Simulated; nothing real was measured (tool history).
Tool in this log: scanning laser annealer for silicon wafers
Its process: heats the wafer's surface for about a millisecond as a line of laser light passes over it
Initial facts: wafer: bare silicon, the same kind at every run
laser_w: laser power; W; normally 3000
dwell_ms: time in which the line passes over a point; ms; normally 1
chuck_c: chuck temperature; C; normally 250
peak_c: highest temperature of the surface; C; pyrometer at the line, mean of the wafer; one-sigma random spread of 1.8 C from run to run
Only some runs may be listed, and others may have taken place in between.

run	hour	laser_w	dwell_ms	chuck_c	peak_c
1	0	3000	1	250	1079
2	7.4	3000	1	250	1079
3	12.8	3000	1	250	1077
4	20.2	3072	1	250	1097
5	28.1	3072	1	250	1097
6	33.4	3072	1	250	1098
7	43.8	3072	1	250	1098
8	53.2	3025	1	250	1088
9	60.1	3000	1	250	1076
10	70	3000	1	250	1076
11	78.3	3000	0.93	250	1043
12	83.6	3000	0.93	250	1043
13	89.4	3000	0.93	250	1038
14	97.8	3173	1	230	1105
15	102.9	3173	1	230	1105
16	107.2	2865	1.21	232	1116
17	112.8	2970	0.73	257	937
18	118.5	2847	1.06	223	1033
19	126.3	2847	1.06	223	1030
20	136.3	2645	1	218	940
21	141.5	2645	1	218	943
22	151.6	2645	1	218	943

Branching from run 22: 4 alternative next runs. What would each branch give?
A	162.1	2645	1.07	218	?
B	162.1	2735	0.85	276	?
C	162.1	2950	0.94	250	?
D	162.1	3280	0.74	262	?

run	peak_c
A	973
B	958
C	1034
D	1027
With the hidden condition removed and each run's random variation left untouched, the same runs would have given:
run	peak_c
A	973
B	959
C	1035
D	1028
